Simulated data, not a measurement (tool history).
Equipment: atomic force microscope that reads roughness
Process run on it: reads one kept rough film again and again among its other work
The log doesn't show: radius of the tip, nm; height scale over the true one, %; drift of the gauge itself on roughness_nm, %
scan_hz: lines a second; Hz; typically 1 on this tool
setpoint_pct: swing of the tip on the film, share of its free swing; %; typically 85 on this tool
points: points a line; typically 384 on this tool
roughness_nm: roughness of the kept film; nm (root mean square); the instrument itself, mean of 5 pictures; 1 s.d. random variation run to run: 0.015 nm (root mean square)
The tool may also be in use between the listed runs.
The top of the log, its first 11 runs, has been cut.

run	hour	scan_hz	setpoint_pct	points	pictures with this tip	hours of work since the height scale was calibrated	roughness_nm
12	93	1	85	327	7	79	3.456
13	100.6	1	85	384	13	83	3.424
14	108.9	1	85	384	19	87	3.398
15	115.6	1	85	469	24	90	3.394
16	122.3	3.98	85	469	29	93	2.748
17	135.5	3.98	85	469	39	99	2.692
18	141.5	3.98	85	469	43	102	2.676
19	149.8	3.98	85	469	49	106	2.665
20	163.2	1	62	384	59	113	3.409
21	171.5	1	56	384	65	117	3.429
22	185	1	57	384	75	123	3.363
23	195.3	1	71	384	83	128	3.244
24	206.8	1	71	384	91	134	3.202

Run 25 has not been measured yet. What should we expect?
25	214.4	0.96	85	572	97	138	?

{"run 25": {"roughness_nm": 3.08}}
With the hidden condition absent and the run-to-run variation left alone, this run would have shown roughness_nm 3.546 nm (root mean square).
